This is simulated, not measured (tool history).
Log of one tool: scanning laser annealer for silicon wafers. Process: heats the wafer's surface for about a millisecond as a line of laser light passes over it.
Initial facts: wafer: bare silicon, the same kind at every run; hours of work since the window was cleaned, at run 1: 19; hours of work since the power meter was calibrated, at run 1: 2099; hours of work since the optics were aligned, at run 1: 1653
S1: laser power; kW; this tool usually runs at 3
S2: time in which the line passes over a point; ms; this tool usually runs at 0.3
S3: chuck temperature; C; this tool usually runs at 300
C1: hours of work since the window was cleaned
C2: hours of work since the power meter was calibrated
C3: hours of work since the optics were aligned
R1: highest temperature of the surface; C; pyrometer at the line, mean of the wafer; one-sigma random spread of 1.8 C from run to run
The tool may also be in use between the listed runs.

| run | hour | S1 | S2 | S3 | C1 | C2 | C3 | R1 |
|---|---|---|---|---|---|---|---|---|
| 1 | 0 | 3 | 0.3 | 300 | 19 | 2099 | 1653 | 1037 |
|  | 28.6 | optics aligned, line set to its width |
| 2 | 48.2 | 3 | 0.3 | 300 | 51 | 2131 | 14 | 1042 |
| 3 | 102.7 | 3 | 0.3 | 300 | 91 | 2171 | 55 | 1047 |
| 4 | 139.6 | 3 | 0.3 | 300 | 118 | 2199 | 82 | 1039 |
| 5 | 194.1 | 3 | 0.3 | 300 | 158 | 2239 | 122 | 1041 |
| 6 | 249.7 | 3 | 0.3 | 300 | 199 | 2280 | 163 | 1037 |
| 7 | 318.3 | 3 | 0.3 | 300 | 250 | 2330 | 213 | 1034 |
| 8 | 372.7 | 3 | 0.3 | 300 | 290 | 2370 | 254 | 1036 |
| 9 | 441.2 | 3 | 0.3 | 300 | 340 | 2421 | 304 | 1032 |
| 10 | 485.9 | 2.987 | 0.3 | 300 | 373 | 2454 | 337 | 1028 |
| 11 | 536.1 | 2.987 | 0.3 | 300 | 410 | 2491 | 374 | 1026 |
| 12 | 598.2 | 3 | 0.3 | 300 | 456 | 2536 | 420 | 1027 |
| 13 | 667.5 | 3 | 0.3 | 300 | 507 | 2587 | 471 | 1030 |
| 14 | 703.2 | 3 | 0.3 | 300 | 533 | 2614 | 497 | 1021 |
| 15 | 771.2 | 3 | 0.3 | 300 | 583 | 2664 | 547 | 1023 |
| 16 | 843.8 | 3.024 | 0.356 | 329 | 637 | 2717 | 601 | 1121 |
| 17 | 921.3 | 3 | 0.377 | 313 | 694 | 2774 | 658 | 1120 |
|  | 930.2 | window over the wafer cleaned |
| 18 | 980.9 | 3 | 0.377 | 313 | 37 | 2817 | 700 | 1096 |
| 19 | 1036 | 3.139 | 0.35 | 300 | 78 | 2857 | 741 | 1089 |
| 20 | 1084.9 | 2.891 | 0.25 | 300 | 114 | 2894 | 777 | 914 |
| 21 | 1133.2 | 2.891 | 0.25 | 300 | 150 | 2929 | 812 | 913 |
| 22 | 1210 | 2.891 | 0.25 | 300 | 206 | 2986 | 869 | 912 |
| 23 | 1252.6 | 2.96 | 0.245 | 300 | 238 | 3017 | 900 | 921 |
| 24 | 1306.1 | 3.173 | 0.321 | 307 | 277 | 3056 | 940 | 1066 |
|  | 1345.6 | window over the wafer cleaned, once more |
| 25 | 1367.6 | 3.173 | 0.321 | 307 | 16 | 3100 | 984 | 1114 |

Below are 4 alternative next runs, each starting from the tool's condition after run 25. Predict each:
| A | 1443.2 | 3.173 | 0.242 | 307 | 72 | 3156 | 1039 | ? |
| B | 1443.2 | 2.998 | 0.3 | 300 | 72 | 3156 | 1039 | ? |
| C | 1443.2 | 3.173 | 0.321 | 317 | 72 | 3156 | 1039 | ? |
| D | 1443.2 | 3.083 | 0.228 | 300 | 72 | 3156 | 1039 | ? |

| run | R1 |
|---|---|
| A | 1006 |
| B | 1033 |
| C | 1123 |
| D | 960 |
The same runs, with their run-to-run variation unchanged, on a tool lacking any hidden condition would have given:
| run | R1 |
|---|---|
| A | 1007 |
| B | 1035 |
| C | 1125 |
| D | 962 |
